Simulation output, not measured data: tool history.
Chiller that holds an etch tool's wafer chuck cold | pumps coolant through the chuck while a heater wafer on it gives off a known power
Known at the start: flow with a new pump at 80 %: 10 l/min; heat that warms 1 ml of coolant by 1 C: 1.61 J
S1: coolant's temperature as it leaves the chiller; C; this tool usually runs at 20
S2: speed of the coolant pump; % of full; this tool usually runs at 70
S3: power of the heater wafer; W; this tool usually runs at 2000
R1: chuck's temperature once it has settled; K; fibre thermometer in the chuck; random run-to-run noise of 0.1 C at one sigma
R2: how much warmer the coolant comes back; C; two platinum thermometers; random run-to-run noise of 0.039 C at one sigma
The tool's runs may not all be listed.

run    hour  S1  S2    S3      R1    R2
  1     0.0  20  70  2000  308.75  8.55
  2   141.9  20  70  2000  308.65  8.57
  3   277.3  20  70  2000  308.75  8.53
  4   381.0  20  70  2000  308.75  8.57
  5   440.1  20  70  2000  308.65  8.61
  6   574.8  14  70  2000  302.65  8.67
  7   664.9  20  70  2000  308.75  8.61
  8   789.8  20  70  2000  308.65  8.64
  9   887.0  11  85  2000  297.05  7.26
 10   962.5  11  85  2000  297.05  7.25
 11  1104.0  11  97  2000  295.65  6.42
 12  1202.1  16  70  1700  302.25  7.50
 13  1315.2  23  87  1043  302.75  3.81
 14  1433.8  13  87  2085  299.35  7.46
     1511.7  -- gauge calibrated
 15  1550.9  13  87  2085  299.45  7.12
 16  1656.9  20  99  1285  300.25  3.92

Consider 5 possible next runs. They are alternatives, not a sequence: every one starts from the tool as it was left by run 16. What does each give?
  A  1742.9  14  61  2860   ?   ?
  B  1742.9  14  63  2322   ?   ?
  C  1742.9  20  62  1285   ?   ?
  D  1742.9  10  88  1045   ?   ?
  E  1742.9  15  70  1285   ?   ?

run      R1     R2
  A  312.35  14.11
  B  307.15  11.01
  C  304.35   6.24
  D  289.85   3.59
  E  298.05   5.54
Stripped of hidden state, with their random variation kept, the same runs would have yielded:
run      R1     R2
  A  312.25  14.05
  B  307.05  10.96
  C  304.35   6.19
  D  289.85   3.54
  E  297.95   5.49
